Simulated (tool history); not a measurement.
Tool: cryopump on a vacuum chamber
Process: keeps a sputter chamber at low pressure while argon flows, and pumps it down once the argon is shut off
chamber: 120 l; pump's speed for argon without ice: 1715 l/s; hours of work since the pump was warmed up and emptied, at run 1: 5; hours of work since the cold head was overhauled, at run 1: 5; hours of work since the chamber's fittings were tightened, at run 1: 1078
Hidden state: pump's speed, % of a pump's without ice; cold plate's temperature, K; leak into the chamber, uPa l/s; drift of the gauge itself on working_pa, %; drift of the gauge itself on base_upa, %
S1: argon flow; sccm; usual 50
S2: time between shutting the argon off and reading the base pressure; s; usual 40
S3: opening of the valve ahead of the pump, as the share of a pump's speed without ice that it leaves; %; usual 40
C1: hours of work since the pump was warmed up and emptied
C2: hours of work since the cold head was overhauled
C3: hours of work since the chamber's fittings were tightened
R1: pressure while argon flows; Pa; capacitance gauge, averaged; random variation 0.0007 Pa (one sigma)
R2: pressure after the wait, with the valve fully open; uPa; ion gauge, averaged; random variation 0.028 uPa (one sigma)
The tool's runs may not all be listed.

{"run": 1, "hour": 0.0, "S1": 50, "S2": 40, "S3": 40, "C1": 5, "C2": 5, "C3": 1078, "R1": 0.1248, "R2": 1.83}
{"run": 2, "hour": 19.2, "S1": 50, "S2": 40, "S3": 40, "C1": 13, "C2": 13, "C3": 1086, "R1": 0.1243, "R2": 1.79}
{"run": 3, "hour": 37.7, "S1": 50, "S2": 40, "S3": 40, "C1": 21, "C2": 21, "C3": 1094, "R1": 0.1247, "R2": 1.81}
{"run": 4, "hour": 45.9, "S1": 50, "S2": 40, "S3": 40, "C1": 24, "C2": 24, "C3": 1097, "R1": 0.1245, "R2": 1.82}
{"run": 5, "hour": 60.7, "S1": 50, "S2": 40, "S3": 40, "C1": 30, "C2": 30, "C3": 1103, "R1": 0.1237, "R2": 1.81}
{"run": 6, "hour": 79.1, "S1": 50, "S2": 40, "S3": 40, "C1": 38, "C2": 38, "C3": 1111, "R1": 0.1245, "R2": 1.84}
{"run": 7, "hour": 94.5, "S1": 50, "S2": 40, "S3": 40, "C1": 44, "C2": 44, "C3": 1118, "R1": 0.1237, "R2": 1.87}
{"run": 8, "hour": 104.0, "S1": 50, "S2": 40, "S3": 40, "C1": 48, "C2": 48, "C3": 1121, "R1": 0.1258, "R2": 1.91}
{"run": 9, "hour": 113.5, "S1": 50, "S2": 34, "S3": 16, "C1": 52, "C2": 52, "C3": 1125, "R1": 0.3103, "R2": 2.05}

Forecast run 10:
{"run": 10, "hour": 130.5, "S1": 46, "S2": 34, "S3": 38, "C1": 59, "C2": 59, "C3": 1133, "R1": "?", "R2": "?"}

R1: 0.1198 Pa
R2: 2.07 uPa
Without the tool's hidden state the same run would have given R1 0.1183 Pa, R2 1.57 uPa.

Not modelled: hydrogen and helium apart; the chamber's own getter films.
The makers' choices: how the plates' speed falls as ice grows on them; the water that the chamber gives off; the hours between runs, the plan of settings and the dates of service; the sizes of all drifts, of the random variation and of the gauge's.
